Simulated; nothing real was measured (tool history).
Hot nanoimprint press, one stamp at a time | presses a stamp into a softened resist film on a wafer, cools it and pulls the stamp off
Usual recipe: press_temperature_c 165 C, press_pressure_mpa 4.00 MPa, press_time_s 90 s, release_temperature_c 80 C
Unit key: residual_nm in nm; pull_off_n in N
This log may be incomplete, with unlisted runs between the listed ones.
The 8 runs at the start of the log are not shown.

run 9 hour=139.3 | press_temperature_c=165 press_pressure_mpa=4.00 press_time_s=90 release_temperature_c=78 | residual_nm=143.8 pull_off_n=242
run 10 hour=150.5 | press_temperature_c=165 press_pressure_mpa=3.32 press_time_s=90 release_temperature_c=80 | residual_nm=154.3 pull_off_n=230
run 11 hour=170.8 | press_temperature_c=165 press_pressure_mpa=3.32 press_time_s=90 release_temperature_c=80 | residual_nm=153.9 pull_off_n=234
run 12 hour=193.2 | press_temperature_c=165 press_pressure_mpa=4.00 press_time_s=90 release_temperature_c=80 | residual_nm=143.5 pull_off_n=235
run 13 hour=203.6 | press_temperature_c=165 press_pressure_mpa=4.00 press_time_s=90 release_temperature_c=80 | residual_nm=142.8 pull_off_n=234
run 14 hour=215.7 | press_temperature_c=165 press_pressure_mpa=4.00 press_time_s=90 release_temperature_c=80 | residual_nm=143.3 pull_off_n=240
run 15 hour=237.5 | press_temperature_c=165 press_pressure_mpa=4.00 press_time_s=90 release_temperature_c=73 | residual_nm=142.9 pull_off_n=241
-- hour=256.2 stamp cleaned and given a new release coat
run 16 hour=261.4 | press_temperature_c=165 press_pressure_mpa=4.00 press_time_s=90 release_temperature_c=73 | residual_nm=143.2 pull_off_n=249
-- hour=272.6 gauge calibrated
run 17 hour=286.0 | press_temperature_c=165 press_pressure_mpa=4.00 press_time_s=124 release_temperature_c=77 | residual_nm=128.9 pull_off_n=242
run 18 hour=307.7 | press_temperature_c=165 press_pressure_mpa=4.00 press_time_s=124 release_temperature_c=77 | residual_nm=128.8 pull_off_n=248
run 19 hour=325.4 | press_temperature_c=165 press_pressure_mpa=4.00 press_time_s=124 release_temperature_c=77 | residual_nm=127.6 pull_off_n=238
run 20 hour=336.4 | press_temperature_c=165 press_pressure_mpa=5.03 press_time_s=90 release_temperature_c=84 | residual_nm=133.8 pull_off_n=219
run 21 hour=356.3 | press_temperature_c=167 press_pressure_mpa=5.93 press_time_s=176 release_temperature_c=73 | residual_nm=81.6 pull_off_n=248
run 22 hour=374.6 | press_temperature_c=160 press_pressure_mpa=5.93 press_time_s=142 release_temperature_c=73 | residual_nm=137.8 pull_off_n=244
run 23 hour=392.6 | press_temperature_c=160 press_pressure_mpa=5.93 press_time_s=142 release_temperature_c=73 | residual_nm=138.4 pull_off_n=249
run 24 hour=407.9 | press_temperature_c=160 press_pressure_mpa=5.93 press_time_s=142 release_temperature_c=73 | residual_nm=137.9 pull_off_n=249
run 25 hour=422.3 | press_temperature_c=175 press_pressure_mpa=4.00 press_time_s=90 release_temperature_c=80 | residual_nm=83.1 pull_off_n=237
run 26 hour=433.4 | press_temperature_c=174 press_pressure_mpa=4.00 press_time_s=90 release_temperature_c=69 | residual_nm=85.9 pull_off_n=245
-- hour=438.4 plate thermocouple calibrated
run 27 hour=456.9 | press_temperature_c=174 press_pressure_mpa=4.00 press_time_s=90 release_temperature_c=69 | residual_nm=85.9 pull_off_n=257
run 28 hour=472.8 | press_temperature_c=165 press_pressure_mpa=4.00 press_time_s=103 release_temperature_c=71 | residual_nm=136.2 pull_off_n=262
run 29 hour=491.3 | press_temperature_c=174 press_pressure_mpa=4.00 press_time_s=103 release_temperature_c=71 | residual_nm=80.7 pull_off_n=246
run 30 hour=514.9 | press_temperature_c=165 press_pressure_mpa=4.00 press_time_s=91 release_temperature_c=71 | residual_nm=142.0 pull_off_n=248
run 31 hour=525.1 | press_temperature_c=165 press_pressure_mpa=4.00 press_time_s=91 release_temperature_c=71 | residual_nm=141.3 pull_off_n=251

What if the next run were any one of these 3? Each begins from the tool's condition after run 31:
run A hour=549.0 | press_temperature_c=165 press_pressure_mpa=4.00 press_time_s=77 release_temperature_c=71 | residual_nm=? pull_off_n=?
run B hour=549.0 | press_temperature_c=165 press_pressure_mpa=6.30 press_time_s=95 release_temperature_c=80 | residual_nm=? pull_off_n=?
run C hour=549.0 | press_temperature_c=164 press_pressure_mpa=4.00 press_time_s=91 release_temperature_c=71 | residual_nm=? pull_off_n=?

run=A residual_nm=149.9 pull_off_n=254
run=B residual_nm=116.0 pull_off_n=234
run=C residual_nm=150.2 pull_off_n=249
What these runs would have given with no unlogged condition in the tool:
run=A residual_nm=154.3 pull_off_n=252
run=B residual_nm=119.3 pull_off_n=232
run=C residual_nm=154.5 pull_off_n=247

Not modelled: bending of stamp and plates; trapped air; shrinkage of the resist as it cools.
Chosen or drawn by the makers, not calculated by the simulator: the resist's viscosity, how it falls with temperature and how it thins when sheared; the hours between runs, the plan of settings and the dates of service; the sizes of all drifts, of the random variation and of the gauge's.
